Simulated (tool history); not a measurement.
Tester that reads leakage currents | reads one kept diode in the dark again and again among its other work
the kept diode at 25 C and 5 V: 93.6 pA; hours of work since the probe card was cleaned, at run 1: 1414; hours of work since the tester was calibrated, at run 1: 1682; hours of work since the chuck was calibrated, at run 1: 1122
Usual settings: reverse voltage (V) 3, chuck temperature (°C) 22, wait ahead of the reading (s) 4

run,hour,reverse voltage (V),chuck temperature (°C),wait ahead of the reading (s),hours of work since the probe card was cleaned,hours of work since the tester was calibrated,hours of work since the chuck was calibrated,current that the tester gives (pA)
1,0,3,22,4,1414,1682,1122,67.42
# hour 9.8: chuck's temperature calibrated
2,109.4,9.27,22,4,1489,1757,69,104.19
3,205.5,9.27,22,4,1556,1824,136,105.61
4,344.4,9.27,22,4,1653,1920,233,106.49
5,481,9.27,36,4,1748,2015,328,321.35
6,568.1,9.27,36,4,1808,2076,389,322.71
7,692.1,3,22,3,1895,2162,475,64.19
8,801.7,3,45,4,1971,2239,552,383.28
9,905.4,2.38,22,4,2043,2311,624,58.14
10,975.6,3,22,4,2092,2360,673,65.41
11,1056,3,26,5.85,2148,2416,729,91.37
12,1155.6,9.1,22,5.85,2218,2485,798,114.12
13,1241.7,5.09,22,1.3,2278,2545,858,86.74
# hour 1253.2: probe card cleaned and baked
14,1341.5,2.61,40,1.3,61,2613,926,259.92
15,1471.6,8.16,21,0.48,152,2703,1016,110.53
16,1559.6,1.35,21,2.9,213,2765,1077,44.08
# hour 1638.6: chuck's temperature calibrated
17,1686.9,3.09,22,4.91,301,2852,34,62.26
18,1797.3,3.09,22,4.91,378,2929,111,62.55
# hour 1905.6: tester calibrated
19,1915.9,13.49,52,4,459,7,192,1207.73

4 ways to go on from here, each from the tool as it stands after run 19. What would each give?
A,2000,15.88,52,1.41,517,66,250,?
B,2000,13.58,52,4,517,66,250,?
C,2000,13.49,41,9.32,517,66,250,?
D,2000,11.47,59,5.09,517,66,250,?

run,current that the tester gives (pA)
A,1307.56
B,1221.76
C,550.64
D,1813.26
Without the tool's hidden state the same runs would have given:
run,current that the tester gives (pA)
A,1268.78
B,1187.49
C,522.53
D,1778.04

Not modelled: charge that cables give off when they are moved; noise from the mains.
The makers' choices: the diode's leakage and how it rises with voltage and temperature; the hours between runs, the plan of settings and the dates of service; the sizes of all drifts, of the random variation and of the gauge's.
